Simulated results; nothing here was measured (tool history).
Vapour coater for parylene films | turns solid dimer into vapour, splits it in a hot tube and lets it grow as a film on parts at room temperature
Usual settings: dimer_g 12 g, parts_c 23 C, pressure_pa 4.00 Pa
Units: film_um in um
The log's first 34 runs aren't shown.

run   hour  dimer_g  parts_c  pressure_pa  film_um
 35  712.7        5       23         8.16     1.82
 36  726.1        5       23         8.16     1.77
 37  743.7       12       23         2.55     5.16
 38  758.4       12       23        10.06     4.13
 39  780.6       16       23         4.00     6.26
 40  804.1        9       18         4.00     4.37
 41  815.5        9       18         4.00     4.34
 42  827.2       16       23         4.00     6.31
 43  853.8       16       17         2.81     8.44
 44  869.1        6       33         4.00     1.60
 45  885.0       12       23         4.00     4.72
 46  908.7       12       16         4.00     6.18
 47  933.1       12       16         4.00     6.16
 48  959.5       17       34         8.05     3.79

Forecast each of these 3 alternatives for the next run:
  A  972.9       13       20         3.56        ?
  B  972.9       17       34         3.25        ?
  C  972.9        6       29         4.00        ?

run  film_um
  A     5.68
  B     4.33
  C     1.82
Without the tool's hidden state the same runs would have given:
run  film_um
  A     6.25
  B     4.76
  C     2.00
